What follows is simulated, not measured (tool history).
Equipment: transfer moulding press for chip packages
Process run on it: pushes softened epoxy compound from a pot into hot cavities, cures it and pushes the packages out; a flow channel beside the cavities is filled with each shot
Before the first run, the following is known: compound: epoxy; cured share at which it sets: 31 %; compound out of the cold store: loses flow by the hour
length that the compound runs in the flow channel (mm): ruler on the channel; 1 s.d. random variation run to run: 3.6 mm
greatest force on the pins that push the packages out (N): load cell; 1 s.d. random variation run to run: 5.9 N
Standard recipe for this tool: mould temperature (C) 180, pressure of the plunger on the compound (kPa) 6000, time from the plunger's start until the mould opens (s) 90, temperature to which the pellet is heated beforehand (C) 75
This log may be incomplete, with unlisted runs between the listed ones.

| run | hour | mould temperature (C) | pressure of the plunger on the compound (kPa) | time from the plunger's start until the mould opens (s) | temperature to which the pellet is heated beforehand (C) | incoming compound's hours out of the cold store | length that the compound runs in the flow channel (mm) | greatest force on the pins that push the packages out (N) |
|---|---|---|---|---|---|---|---|---|
| 1 | 0.0 | 180 | 6000 | 90 | 75 | 47.6 | 803 | 208 |
| 2 | 25.5 | 180 | 5800 | 90 | 75 | 9.1 | 933 | 225 |
|  | 38.9 | cavities cleaned with cleaning compound and waxed |
| 3 | 49.4 | 180 | 5800 | 90 | 75 | 11.3 | 923 | 209 |
| 4 | 71.8 | 180 | 5800 | 90 | 75 | 18.4 | 904 | 222 |
|  | 79.2 | cavities cleaned with cleaning compound and waxed |
| 5 | 90.3 | 180 | 5800 | 90 | 75 | 23.4 | 871 | 204 |
| 6 | 109.9 | 180 | 5800 | 90 | 75 | 15.9 | 899 | 212 |
|  | 118.8 | cavities cleaned with cleaning compound and waxed |
| 7 | 126.3 | 180 | 6000 | 90 | 80 | 35.7 | 843 | 208 |
| 8 | 145.9 | 180 | 6000 | 90 | 80 | 24.2 | 881 | 217 |
|  | 156.4 | mould's thermocouples calibrated |
|  | 159.7 | cavities cleaned with cleaning compound and waxed |
| 9 | 174.1 | 180 | 4510 | 90 | 75 | 11.3 | 818 | 207 |
| 10 | 185.7 | 186 | 4510 | 90 | 75 | 20.7 | 765 | 194 |
|  | 198.7 | cavities cleaned with cleaning compound and waxed |
|  | 203.3 | plunger's sealing rings changed |
| 11 | 208.8 | 180 | 6000 | 90 | 77 | 13.0 | 935 | 223 |
| 12 | 220.0 | 180 | 6000 | 90 | 75 | 26.2 | 882 | 213 |
| 13 | 233.6 | 180 | 6000 | 90 | 75 | 40.3 | 828 | 211 |
|  | 240.4 | cavities cleaned with cleaning compound and waxed |
| 14 | 245.6 | 180 | 6000 | 90 | 75 | 39.0 | 831 | 217 |

What does the tool deliver on the next run?
| 15 | 271.2 | 180 | 6000 | 90 | 75 | 16.8 | ? | ? |

length that the compound runs in the flow channel (mm): 917
greatest force on the pins that push the packages out (N): 204
On a tool with no hidden condition, and with the same random variation, this run would have come out at length that the compound runs in the flow channel (mm) 917, greatest force on the pins that push the packages out (N) 201.
